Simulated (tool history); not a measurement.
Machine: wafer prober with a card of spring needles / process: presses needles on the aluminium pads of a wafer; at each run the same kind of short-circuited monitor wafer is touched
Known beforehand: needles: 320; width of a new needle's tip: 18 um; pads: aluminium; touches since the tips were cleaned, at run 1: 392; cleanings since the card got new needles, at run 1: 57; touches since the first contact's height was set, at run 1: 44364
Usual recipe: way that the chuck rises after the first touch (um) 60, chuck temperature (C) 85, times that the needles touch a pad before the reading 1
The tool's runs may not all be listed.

run,hour,way that the chuck rises after the first touch (um),chuck temperature (C),times that the needles touch a pad before the reading,touches since the tips were cleaned,cleanings since the card got new needles,touches since the first contact's height was set,resistance of one needle with its contact and lead (mohm),way that a needle slides on the pad (um)
1,0,60,85,1,392,57,44364,161,7.6
# hour 8.7: tips cleaned on abrasive film
2,12.4,60,85,1,1214,58,48425,216,7.59
# hour 17.8: tips cleaned on abrasive film
3,25.5,60,85,1,2566,59,52712,280,7.6
# hour 27.1: tips cleaned on abrasive film
# hour 36.1: tips cleaned on abrasive film
4,42.6,60,64,1,2147,61,58281,259,7.56
# hour 46: tips cleaned on abrasive film
# hour 55.3: tips cleaned on abrasive film
5,61.3,60,64,1,1972,63,64354,268,7.51
# hour 64.7: tips cleaned on abrasive film
# hour 73.9: tips cleaned on abrasive film
6,76.4,60,64,1,829,65,69275,184,7.52
# hour 83.4: tips cleaned on abrasive film
7,90.2,60,64,1,2248,66,73785,277,7.52
# hour 93.6: tips cleaned on abrasive film
# hour 103.3: tips cleaned on abrasive film
8,103.3,49,64,1,0,68,78014,146,6.13
# hour 113.7: tips cleaned on abrasive film
# hour 123.4: tips cleaned on abrasive film
9,125.8,60,69,1,771,70,85361,183,7.5
# hour 133.7: tips cleaned on abrasive film
10,135.4,60,73,1,544,71,88488,176,7.53
# hour 142.7: tips cleaned on abrasive film
11,146.4,60,73,1,1224,72,92110,208,7.48
# hour 152.6: tips cleaned on abrasive film
12,157.3,60,73,1,1550,73,95669,235,7.49
# hour 162.8: tips cleaned on abrasive film
13,168.9,69,85,1,2003,74,99447,232,8.61
# hour 172.4: tips cleaned on abrasive film
# hour 181.6: tips cleaned on abrasive film
14,181.6,60,85,1,0,76,103573,133,7.39
# hour 192.4: tips cleaned on abrasive film
15,194.5,60,85,1,677,77,107772,182,7.48
# hour 201.6: tips cleaned on abrasive film
# hour 211.3: tips cleaned on abrasive film
16,217.2,60,77,2,1953,79,115182,205,7.42
# hour 222.3: tips cleaned on abrasive film
# hour 231.8: tips cleaned on abrasive film
17,237.8,69,77,3,1981,81,121901,159,8.55
# hour 242: tips cleaned on abrasive film
# hour 251.6: tips cleaned on abrasive film
18,260.5,59,58,1,2919,83,129311,327,7.37
# hour 262.5: tips cleaned on abrasive film
# hour 271.9: tips cleaned on abrasive film
19,280.2,60,95,1,2725,85,135728,298,7.41
# hour 282.1: tips cleaned on abrasive film
# hour 292: tips cleaned on abrasive film
20,296.2,60,85,2,1390,87,140939,198,7.35
# hour 301.4: tips cleaned on abrasive film
21,306.3,65,29,2,1600,88,144237,176,8.04
# hour 311: tips cleaned on abrasive film
22,318.8,65,29,2,2576,89,148316,216,7.98
# hour 320.4: tips cleaned on abrasive film
# hour 330.7: tips cleaned on abrasive film
# hour 331: height of the first contact set anew
23,338.2,77,37,2,2383,91,2383,178,9.87
# hour 341.1: tips cleaned on abrasive film
# hour 351.7: tips cleaned on abrasive film
24,355.1,60,82,2,1108,93,7867,177,7.68
# hour 362.4: tips cleaned on abrasive film
# hour 372.7: tips cleaned on abrasive film
25,375,49,60,2,786,95,14378,191,6.23
# hour 381.9: tips cleaned on abrasive film
26,390.7,55,70,2,2891,96,19494,258,7.09
# hour 392.7: tips cleaned on abrasive film
# hour 402: tips cleaned on abrasive film
27,407,55,70,2,1642,98,24818,213,7.04
# hour 412: tips cleaned on abrasive film
# hour 422.4: tips cleaned on abrasive film
28,423.6,72,33,2,404,100,30209,133,9.09

Predict each of these 4 candidate next runs independently; none follows another, all start after run 28:
# hour 431.6: tips cleaned on abrasive film
A,433.5,77,34,1,634,101,33452,?,?
# hour 431.6: tips cleaned on abrasive film
B,433.5,41,33,3,634,101,33452,?,?
# hour 431.6: tips cleaned on abrasive film
C,433.5,68,33,2,634,101,33452,?,?
# hour 431.6: tips cleaned on abrasive film
D,433.5,69,93,2,634,101,33452,?,?

run,resistance of one needle with its contact and lead (mohm),way that a needle slides on the pad (um)
A,155,9.72
B,174,5.13
C,146,8.61
D,148,8.66
Without the tool's hidden state the same runs would have given:
run,resistance of one needle with its contact and lead (mohm),way that a needle slides on the pad (um)
A,112,9.79
B,122,5.2
C,113,8.68
D,119,8.74

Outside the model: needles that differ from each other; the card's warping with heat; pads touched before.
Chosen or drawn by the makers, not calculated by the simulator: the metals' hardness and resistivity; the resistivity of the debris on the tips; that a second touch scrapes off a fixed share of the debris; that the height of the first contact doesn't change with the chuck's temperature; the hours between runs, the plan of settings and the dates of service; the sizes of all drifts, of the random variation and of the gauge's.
